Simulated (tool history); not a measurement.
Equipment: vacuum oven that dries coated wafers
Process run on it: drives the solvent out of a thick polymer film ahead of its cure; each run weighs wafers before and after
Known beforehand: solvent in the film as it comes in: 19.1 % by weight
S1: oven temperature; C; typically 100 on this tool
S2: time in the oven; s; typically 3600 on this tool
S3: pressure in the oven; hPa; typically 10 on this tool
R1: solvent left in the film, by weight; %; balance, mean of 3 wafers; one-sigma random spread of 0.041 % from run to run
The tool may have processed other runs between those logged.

run,hour,S1,S2,S3,R1
1,0,100,3600,10,1.62
2,14.8,100,3600,10,1.53
3,22.3,100,3600,9.7,1.5
4,34.9,100,3600,9.7,1.51
5,47.2,100,3600,5.3,1.2
6,62.3,100,3600,5.3,1.33
7,68.9,107,3180,12.5,0.99
8,78.8,107,2340,13.1,1.4
9,93.6,107,2340,13.1,1.56
10,100.4,107,2340,13.1,1.43
11,113.9,100,3600,35.3,3.21
12,120.9,86,3660,10,6.23

Between the runs listed above, the log contained 1 entry, not reproduced here. Where in the sequence does each belong, and how does what the log doesn't record of the tool's condition differ from the listed run before to the listed run after?
Between runs 5 and 6: vacuum gauge cleaned of residue and calibrated (hour 49.5)
  true wafer temperature over the reading, C: 0.9 -> 0.92; true pressure over the reading, kPa: 0.126 -> 0.216
  measured less the result without the state, R1: -0.09 -> -0.03 %

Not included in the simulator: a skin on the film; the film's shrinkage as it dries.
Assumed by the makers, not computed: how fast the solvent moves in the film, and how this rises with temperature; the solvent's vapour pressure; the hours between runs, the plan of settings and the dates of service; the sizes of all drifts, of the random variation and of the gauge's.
